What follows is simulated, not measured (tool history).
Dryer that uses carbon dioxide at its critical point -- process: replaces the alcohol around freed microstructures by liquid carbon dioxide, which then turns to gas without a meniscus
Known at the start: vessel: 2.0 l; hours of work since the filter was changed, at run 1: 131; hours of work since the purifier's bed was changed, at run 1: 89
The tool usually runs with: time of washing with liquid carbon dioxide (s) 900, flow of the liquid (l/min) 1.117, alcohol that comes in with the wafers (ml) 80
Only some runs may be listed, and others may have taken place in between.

run	hour	time of washing with liquid carbon dioxide (s)	flow of the liquid (l/min)	alcohol that comes in with the wafers (ml)	hours of work since the filter was changed	hours of work since the purifier's bed was changed	alcohol left in the vessel before it's heated (ppm by volume)
1	0.0	900	1.117	80	131	89	157
2	5.3	900	1.117	80	132	90	165
3	12.0	900	1.117	80	135	92	155
4	21.9	900	1.440	80	138	96	41
5	27.7	900	1.440	80	139	97	53
6	35.3	900	1.440	80	142	100	54
7	41.7	900	1.440	80	144	102	47
8	49.0	900	1.440	80	146	104	48
9	58.5	900	1.440	80	149	107	46
10	70.5	660	1.117	80	152	110	661
11	82.3	660	1.117	80	156	114	673
12	92.5	660	1.117	80	159	117	692
13	99.1	660	1.117	80	161	119	676
14	111.2	660	0.670	80	165	123	3784
15	117.5	660	0.670	80	167	125	3652
16	127.4	900	1.590	80	170	128	44
17	133.8	900	1.590	22	172	130	37
18	142.8	900	1.117	80	175	133	175
19	152.4	780	1.117	80	178	136	354
20	159.4	720	1.117	80	180	138	502
21	165.9	720	1.117	80	182	140	494
22	173.0	720	1.117	80	184	142	485
23	185.6	900	1.850	80	188	146	36
24	190.8	900	1.850	80	189	147	38
25	197.5	1080	1.117	80	191	149	83
26	209.3	1320	1.310	80	195	153	41
27	219.7	1320	1.310	80	198	156	36
28	225.9	780	1.117	80	200	158	349
29	233.2	1380	1.117	80	202	160	40
30	238.4	1380	1.117	80	204	162	48
31	248.1	1380	1.117	80	207	165	45
32	256.7	1380	1.117	80	209	167	51
33	263.1	1320	1.670	55	211	169	30
34	274.8	1320	1.670	55	215	173	37
35	284.0	900	1.040	80	218	176	274
36	291.5	900	1.040	80	220	178	286
37	300.2	900	1.040	80	223	181	271
38	309.1	900	1.117	113	226	184	277
39	321.2	900	1.110	46	229	187	135
40	329.2	900	1.110	46	232	190	144
41	336.9	900	0.820	22	234	192	242
42	349.1	960	0.780	90	238	196	863
43	356.5	1380	1.030	96	240	198	65
44	366.1	900	1.117	80	243	201	211
45	378.8	720	1.117	30	247	205	231
46	391.4	720	1.117	30	251	209	236
47	400.2	1020	1.700	80	253	211	55

Each row is a separate what-if for the run after 47, all from the same tool condition, not one after another. Results?
A	410.3	1080	1.117	80	257	215	?
B	410.3	900	0.700	80	257	215	?
C	410.3	900	1.010	80	257	215	?
D	410.3	900	1.117	107	257	215	?

run	alcohol left in the vessel before it's heated (ppm by volume)
A	105
B	1467
C	338
D	261
Had the tool no hidden state, the same runs would have come out as:
run	alcohol left in the vessel before it's heated (ppm by volume)
A	40
B	1137
C	213
D	151

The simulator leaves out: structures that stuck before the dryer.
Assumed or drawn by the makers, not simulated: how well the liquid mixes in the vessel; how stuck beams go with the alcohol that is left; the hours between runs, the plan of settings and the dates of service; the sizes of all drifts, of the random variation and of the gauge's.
